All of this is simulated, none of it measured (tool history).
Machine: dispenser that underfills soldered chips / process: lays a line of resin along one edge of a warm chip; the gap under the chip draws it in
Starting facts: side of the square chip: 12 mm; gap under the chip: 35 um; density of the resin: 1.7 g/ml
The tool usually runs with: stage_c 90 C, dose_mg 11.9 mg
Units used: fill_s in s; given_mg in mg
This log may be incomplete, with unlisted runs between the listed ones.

run,hour,stage_c,dose_mg,fill_s,given_mg
1,0.0,90,11.9,199.4,11.84
# hour 8.8: new syringe of resin
2,10.2,90,11.9,170.0,11.78
3,18.6,90,14.3,195.7,13.91
4,24.6,88,14.3,250.0,14.04
# hour 26.5: new syringe of resin
5,30.3,78,11.9,335.0,11.55
6,40.7,92,11.9,210.2,11.60
# hour 44.3: new syringe of resin
7,50.4,92,11.9,172.1,11.60
8,60.3,83,11.9,335.7,11.55
# hour 61.6: new syringe of resin
9,68.2,83,11.9,275.6,11.41
10,75.9,83,11.9,320.7,11.38
# hour 79.2: new syringe of resin
11,88.2,83,11.9,298.2,11.30
# hour 97.1: new syringe of resin
12,98.6,83,11.9,253.8,11.20
# hour 108.3: dispensing valve cleaned and set on the balance
13,108.3,83,11.9,296.4,11.88
# hour 115.7: new syringe of resin
14,119.4,83,11.9,256.3,11.72
15,129.3,90,14.5,217.8,14.48
# hour 133.0: new syringe of resin
16,140.1,90,11.9,197.6,11.66
# hour 150.2: new syringe of resin
17,150.5,90,11.9,175.0,11.71
18,162.6,90,11.9,224.9,11.54
# hour 168.2: new syringe of resin
19,171.0,81,10.8,293.4,10.27
20,176.3,80,11.8,338.4,11.42
# hour 185.5: new syringe of resin
21,188.0,80,11.8,297.6,11.36
22,197.6,79,13.5,368.8,12.78
# hour 203.5: new syringe of resin
23,208.2,79,12.6,329.0,11.92
24,218.9,79,12.6,408.6,11.91
# hour 221.2: new syringe of resin
# hour 226.2: dispensing valve cleaned and set on the balance
25,229.6,105,13.4,97.2,13.34
26,235.0,105,13.4,105.5,13.36
# hour 239.8: new syringe of resin
27,244.3,96,12.6,138.4,12.61
28,255.2,96,12.6,175.4,12.54
# hour 257.2: new syringe of resin
29,262.1,94,12.4,154.2,12.17
# hour 275.0: new syringe of resin
30,275.4,83,13.4,239.2,13.15
31,281.0,99,11.9,127.1,11.58
# hour 293.0: new syringe of resin
32,293.6,101,15.3,101.4,14.87
33,304.9,101,15.3,127.5,14.63
# hour 310.5: new syringe of resin
34,317.7,97,14.4,138.4,13.70
# hour 328.2: new syringe of resin
35,330.2,91,15.2,167.1,14.41
36,336.2,91,15.2,187.7,14.42

What if the next run were any one of these 3? Each begins from the tool's condition after run 36:
# hour 343.1: dispensing valve cleaned and set on the balance
A,344.0,89,10.2,?,?
# hour 343.1: dispensing valve cleaned and set on the balance
B,344.0,86,15.1,?,?
# hour 343.1: dispensing valve cleaned and set on the balance
C,344.0,104,11.2,?,?

run,fill_s,given_mg
A,260.5,10.14
B,273.5,15.20
C,120.6,11.22
Without the tool's hidden state the same runs would have given:
run,fill_s,given_mg
A,186.8,10.11
B,195.9,15.15
C,86.7,11.19
